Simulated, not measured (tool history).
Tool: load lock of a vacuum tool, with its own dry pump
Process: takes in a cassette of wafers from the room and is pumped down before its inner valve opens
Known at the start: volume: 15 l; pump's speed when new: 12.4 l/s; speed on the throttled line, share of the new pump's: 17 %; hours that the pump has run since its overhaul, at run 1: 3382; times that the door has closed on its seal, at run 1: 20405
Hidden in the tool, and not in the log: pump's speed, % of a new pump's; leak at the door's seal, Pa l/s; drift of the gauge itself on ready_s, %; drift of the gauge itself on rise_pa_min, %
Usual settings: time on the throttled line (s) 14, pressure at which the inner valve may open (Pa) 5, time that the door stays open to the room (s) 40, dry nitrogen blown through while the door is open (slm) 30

run,day,time on the throttled line (s),pressure at which the inner valve may open (Pa),time that the door stays open to the room (s),dry nitrogen blown through while the door is open (slm),hours that the pump has run since its overhaul,times that the door has closed on its seal,"incoming humidity of the room's air, %",time from the closed door until the inner valve may open (s),rise of the pressure with all valves shut (Pa/min)
1,0.000,14,5,40,30,3382,20405,43.8,24.0,0.180
2,12.654,26,5,40,30,3685,21682,43.8,33.9,0.193
3,23.862,26,5,40,30,3954,22814,45.8,33.9,0.198
4,36.192,26,5,40,30,4250,24058,44.3,33.8,0.204
5,54.738,26,5,40,30,4695,25931,43.7,34.0,0.221
6,69.250,26,5,40,30,5044,27396,49.1,34.1,0.234
7,82.454,14,5,53,30,5361,28729,45.8,24.5,0.267
8,95.067,14,5,53,30,5663,30002,44.2,24.2,0.268
9,112.583,14,5,40,30,6084,31771,43.7,24.1,0.286
10,123.100,14,5,40,8,6336,32832,42.0,24.4,0.316
11,137.358,14,5,40,8,6678,34272,43.6,24.4,0.333
# day 148.425: door's seal changed, seat wiped
12,156.475,14,6,40,8,7135,812,44.6,24.4,0.095
13,165.067,14,6,40,8,7342,1680,45.9,24.4,0.097
14,178.167,14,6,122,5,7656,3002,48.7,24.2,0.148
15,188.379,14,9,89,30,7901,4034,45.3,23.6,0.081
16,204.117,12,6,135,8,8279,5622,44.5,22.8,0.147
17,221.083,26,9,28,17,8686,7335,43.3,33.4,0.085
18,236.762,26,9,190,30,9062,8918,46.5,33.2,0.119
19,246.804,26,9,190,30,9303,9932,45.1,33.5,0.129
20,259.283,18,7,190,30,9603,11192,44.8,27.5,0.130
# day 271.517: dry pump taken out, an overhauled one fitted
21,278.550,18,7,190,30,169,13111,44.9,26.5,0.135
22,293.562,14,5,61,6,529,14627,40.5,23.8,0.161
23,306.200,14,5,61,6,832,15903,46.0,23.7,0.178
24,325.288,14,5,61,33,1291,17830,42.9,23.9,0.141

Hidden state at the last listed run before each entry between runs and at the first one after, where it differs:
Between runs 11 and 12: door's seal changed, seat wiped (day 148.425)
  pump's speed, % of a new pump's: 93.8 -> 93.3; leak at the door's seal, Pa l/s: 0.066 -> 0.0029
  measured less the result without the state, time from the closed door until the inner valve may open (s): +0.6 -> +0.7; rise of the pressure with all valves shut (Pa/min): +0.252 -> +0.004
Between runs 20 and 21: dry pump taken out, an overhauled one fitted (day 271.517)
  pump's speed, % of a new pump's: 90.7 -> 100.5; leak at the door's seal, Pa l/s: 0.0128 -> 0.0151
  measured less the result without the state, time from the closed door until the inner valve may open (s): +0.9 -> +0.0; rise of the pressure with all valves shut (Pa/min): +0.044 -> +0.052

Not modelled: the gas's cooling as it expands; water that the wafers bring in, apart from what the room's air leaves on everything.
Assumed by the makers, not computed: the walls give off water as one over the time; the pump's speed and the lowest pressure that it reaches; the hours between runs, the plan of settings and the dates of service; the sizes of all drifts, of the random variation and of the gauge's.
